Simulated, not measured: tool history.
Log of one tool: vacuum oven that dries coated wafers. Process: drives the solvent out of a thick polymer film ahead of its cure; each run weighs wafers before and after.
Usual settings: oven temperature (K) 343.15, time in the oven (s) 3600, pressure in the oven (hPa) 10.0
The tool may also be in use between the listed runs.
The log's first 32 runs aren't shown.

| run | hour | oven temperature (K) | time in the oven (s) | pressure in the oven (hPa) | hours of work since the thermocouples were calibrated | hours of work since the vacuum gauge was cleaned of residue | solvent left in the film (%) |
|---|---|---|---|---|---|---|---|
| 33 | 750.0 | 341.15 | 3660 | 21.4 | 357 | 434 | 5.43 |
| 34 | 782.6 | 332.15 | 3060 | 37.3 | 371 | 448 | 13.17 |
| 35 | 806.5 | 339.15 | 3060 | 15.4 | 380 | 457 | 7.22 |
| 36 | 823.9 | 343.15 | 3600 | 5.3 | 388 | 464 | 3.43 |
| 37 | 857.5 | 350.15 | 3600 | 10.0 | 401 | 478 | 1.64 |
| 38 | 873.1 | 333.15 | 3600 | 10.0 | 408 | 484 | 8.92 |
| 39 | 891.6 | 346.15 | 3060 | 10.0 | 415 | 492 | 3.58 |
| 40 | 915.9 | 346.15 | 3060 | 12.2 | 425 | 502 | 3.66 |
| 41 | 945.0 | 343.15 | 2700 | 14.4 | 437 | 514 | 5.99 |
| 42 | 973.8 | 353.15 | 5640 | 8.8 | 449 | 525 | 0.66 |
| 43 | 989.2 | 344.15 | 2580 | 23.2 | 455 | 532 | 6.54 |
| 44 | 1014.3 | 356.15 | 2580 | 10.8 | 465 | 542 | 1.45 |
| 45 | 1034.0 | 332.15 | 1980 | 10.8 | 473 | 550 | 13.30 |
| 46 | 1050.4 | 332.15 | 2580 | 10.8 | 480 | 557 | 11.97 |

3 ways to go on from here, each from the tool as it stands after run 46. What would each give?
| A | 1067.8 | 331.15 | 2340 | 29.2 | 487 | 564 | ? |
| B | 1067.8 | 332.15 | 3780 | 6.7 | 487 | 564 | ? |
| C | 1067.8 | 348.15 | 5460 | 30.9 | 487 | 564 | ? |

| run | solvent left in the film (%) |
|---|---|
| A | 14.20 |
| B | 8.72 |
| C | 2.79 |
Without the tool's hidden state the same runs would have given:
| run | solvent left in the film (%) |
|---|---|
| A | 13.43 |
| B | 7.86 |
| C | 2.44 |

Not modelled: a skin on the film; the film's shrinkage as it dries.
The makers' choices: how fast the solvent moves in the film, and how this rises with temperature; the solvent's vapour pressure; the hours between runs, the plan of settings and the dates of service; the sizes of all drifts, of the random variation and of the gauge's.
